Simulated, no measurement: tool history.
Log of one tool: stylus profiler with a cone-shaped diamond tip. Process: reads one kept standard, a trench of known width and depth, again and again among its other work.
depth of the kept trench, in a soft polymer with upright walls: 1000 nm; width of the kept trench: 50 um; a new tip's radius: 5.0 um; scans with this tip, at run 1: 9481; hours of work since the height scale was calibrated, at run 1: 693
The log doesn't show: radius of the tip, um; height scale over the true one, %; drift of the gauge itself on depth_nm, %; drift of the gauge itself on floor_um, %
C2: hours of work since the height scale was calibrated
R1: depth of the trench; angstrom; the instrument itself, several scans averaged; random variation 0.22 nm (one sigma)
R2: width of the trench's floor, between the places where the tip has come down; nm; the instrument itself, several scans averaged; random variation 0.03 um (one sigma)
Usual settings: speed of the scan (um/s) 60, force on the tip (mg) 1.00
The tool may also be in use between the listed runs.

Run 1, day 0.000: usual settings; scans with this tip 9481; C2 693. Result: R1 10047.5 angstrom, R2 43420 nm.
Run 2, day 3.579: usual settings; scans with this tip 10096; C2 738. Result: R1 10049.6 angstrom, R2 43380 nm.
Run 3, day 6.667: usual settings; scans with this tip 10626; C2 777. Result: R1 10051.6 angstrom, R2 43380 nm.
Run 4, day 11.950: usual settings; scans with this tip 11534; C2 843. Result: R1 10045.9 angstrom, R2 43360 nm.
Run 5, day 16.500: usual settings but force on the tip (mg) 2.39; scans with this tip 12315; C2 901. Result: R1 10091.9 angstrom, R2 43610 nm.
Run 6, day 21.433: usual settings but force on the tip (mg) 2.39; scans with this tip 13163; C2 963. Result: R1 10088.5 angstrom, R2 43640 nm.
Run 7, day 25.633: usual settings but force on the tip (mg) 2.39; scans with this tip 13884; C2 1015. Result: R1 10089.4 angstrom, R2 43600 nm.
At day 27.658: new tip fitted, height scale calibrated.
Run 8, day 28.129: usual settings; scans with this tip 81; C2 6. Result: R1 10047.2 angstrom, R2 43360 nm.
Run 9, day 33.508: usual settings; scans with this tip 1005; C2 73. Result: R1 10047.7 angstrom, R2 43390 nm.
Run 10, day 36.796: usual settings; scans with this tip 1570; C2 115. Result: R1 10049.7 angstrom, R2 43450 nm.
Run 11, day 39.579: usual settings but force on the tip (mg) 0.47; scans with this tip 2048; C2 150. Result: R1 10029.2 angstrom, R2 43160 nm.
Run 12, day 44.608: usual settings but force on the tip (mg) 0.47; scans with this tip 2912; C2 213. Result: R1 10029.0 angstrom, R2 43070 nm.
Run 13, day 49.904: usual settings but speed of the scan (um/s) 127; scans with this tip 3823; C2 280. Result: R1 10046.9 angstrom, R2 42750 nm.
Run 14, day 53.188: usual settings but force on the tip (mg) 0.78; scans with this tip 4386; C2 321. Result: R1 10043.1 angstrom, R2 43330 nm.
Run 15, day 57.104: usual settings; scans with this tip 5059; C2 370. Result: R1 10043.7 angstrom, R2 43390 nm.
Run 16, day 62.175: usual settings; scans with this tip 5930; C2 434. Result: R1 10046.7 angstrom, R2 43340 nm.
Run 17, day 67.350: usual settings; scans with this tip 6819; C2 499. Result: R1 10051.6 angstrom, R2 43400 nm.
Run 18, day 69.592: usual settings but force on the tip (mg) 0.44; scans with this tip 7205; C2 527. Result: R1 10025.7 angstrom, R2 43120 nm.
Run 19, day 74.408: usual settings; scans with this tip 8032; C2 587. Result: R1 10046.5 angstrom, R2 43400 nm.
Run 20, day 79.150: usual settings; scans with this tip 8847; C2 647. Result: R1 10047.6 angstrom, R2 43310 nm.
Run 21, day 82.154: usual settings; scans with this tip 9363; C2 685. Result: R1 10047.8 angstrom, R2 43370 nm.
Run 22, day 86.583: usual settings; scans with this tip 10124; C2 740. Result: R1 10050.2 angstrom, R2 43390 nm.
Run 23, day 89.571: usual settings; scans with this tip 10637; C2 778. Result: R1 10047.6 angstrom, R2 43360 nm.
Run 24, day 92.317: usual settings; scans with this tip 11109; C2 812. Result: R1 10048.4 angstrom, R2 43380 nm.
Run 25, day 95.979: usual settings but speed of the scan (um/s) 100; scans with this tip 11738; C2 858. Result: R1 10050.6 angstrom, R2 42990 nm.
Run 26, day 99.350: usual settings but speed of the scan (um/s) 100; scans with this tip 12317; C2 901. Result: R1 10045.6 angstrom, R2 42940 nm.
Run 27, day 103.804: usual settings but speed of the scan (um/s) 44, force on the tip (mg) 0.34; scans with this tip 13083; C2 957. Result: R1 10026.3 angstrom, R2 43240 nm.
Run 28, day 106.712: usual settings but speed of the scan (um/s) 44, force on the tip (mg) 0.34; scans with this tip 13582; C2 993. Result: R1 10022.3 angstrom, R2 43250 nm.
At day 110.225: new tip fitted, height scale calibrated.
Run 29, day 111.229: usual settings but speed of the scan (um/s) 23, force on the tip (mg) 0.35; scans with this tip 173; C2 13. Result: R1 10029.9 angstrom, R2 43640 nm.
Run 30, day 114.438: usual settings but force on the tip (mg) 1.81; scans with this tip 724; C2 53. Result: R1 10071.3 angstrom, R2 43530 nm.
Run 31, day 119.538: usual settings but speed of the scan (um/s) 27, force on the tip (mg) 0.75; scans with this tip 1601; C2 117. Result: R1 10036.5 angstrom, R2 43660 nm.
Run 32, day 123.233: usual settings but speed of the scan (um/s) 27, force on the tip (mg) 0.75; scans with this tip 2235; C2 163. Result: R1 10043.7 angstrom, R2 43670 nm.
Run 33, day 128.362: usual settings but speed of the scan (um/s) 157, force on the tip (mg) 1.06; scans with this tip 3117; C2 228. Result: R1 10054.1 angstrom, R2 42520 nm.
Run 34, day 130.804: usual settings but speed of the scan (um/s) 135, force on the tip (mg) 0.82; scans with this tip 3536; C2 259. Result: R1 10040.3 angstrom, R2 42500 nm.
Run 35, day 134.533: usual settings but speed of the scan (um/s) 80, force on the tip (mg) 1.53; scans with this tip 4177; C2 305. Result: R1 10065.4 angstrom, R2 43320 nm.
Run 36, day 138.133: usual settings but speed of the scan (um/s) 25, force on the tip (mg) 1.77; scans with this tip 4795; C2 351. Result: R1 10068.9 angstrom, R2 43790 nm.
Run 37, day 141.438: usual settings but speed of the scan (um/s) 108, force on the tip (mg) 1.06; scans with this tip 5363; C2 392. Result: R1 10052.0 angstrom, R2 42940 nm.
Run 38, day 146.338: usual settings but speed of the scan (um/s) 108, force on the tip (mg) 1.06; scans with this tip 6205; C2 454. Result: R1 10051.5 angstrom, R2 42910 nm.
Run 39, day 150.600: usual settings but speed of the scan (um/s) 127, force on the tip (mg) 0.83; scans with this tip 6937; C2 507. Result: R1 10044.9 angstrom, R2 42590 nm.
Run 40, day 153.342: usual settings but speed of the scan (um/s) 127, force on the tip (mg) 0.83; scans with this tip 7408; C2 542. Result: R1 10041.6 angstrom, R2 42600 nm.
Run 41, day 157.696: usual settings but speed of the scan (um/s) 43, force on the tip (mg) 0.83; scans with this tip 8156; C2 596. Result: R1 10045.4 angstrom, R2 43480 nm.
Run 42, day 161.458: usual settings but speed of the scan (um/s) 43, force on the tip (mg) 0.66; scans with this tip 8802; C2 644. Result: R1 10036.7 angstrom, R2 43450 nm.
Run 43, day 165.792: usual settings but speed of the scan (um/s) 43, force on the tip (mg) 0.66; scans with this tip 9547; C2 698. Result: R1 10037.4 angstrom, R2 43380 nm.
Run 44, day 171.233: usual settings but speed of the scan (um/s) 153; scans with this tip 10482; C2 767. Result: R1 10050.4 angstrom, R2 42440 nm.
Run 45, day 175.746: usual settings but speed of the scan (um/s) 32, force on the tip (mg) 0.57; scans with this tip 11258; C2 823. Result: R1 10037.3 angstrom, R2 43560 nm.

The same runs without the tool's hidden state, with the same run-to-run variation:
run     R2
  1  43440
  2  43400
  3  43400
  4  43380
  5  43630
  6  43660
  7  43630
  8  43360
  9  43390
 10  43450
 11  43170
 12  43080
 13  42760
 14  43340
 15  43400
 16  43360
 17  43420
 18  43130
 19  43410
 20  43330
 21  43390
 22  43410
 23  43380
 24  43400
 25  43020
 26  42960
 27  43260
 28  43280
 29  43640
 30  43530
 31  43660
 32  43680
 33  42520
 34  42510
 35  43330
 36  43800
 37  42950
 38  42930
 39  42600
 40  42610
 41  43500
 42  43470
 43  43400
 44  42460
 45  43580
R1: within 0.2 angstrom of the measured result in every run.

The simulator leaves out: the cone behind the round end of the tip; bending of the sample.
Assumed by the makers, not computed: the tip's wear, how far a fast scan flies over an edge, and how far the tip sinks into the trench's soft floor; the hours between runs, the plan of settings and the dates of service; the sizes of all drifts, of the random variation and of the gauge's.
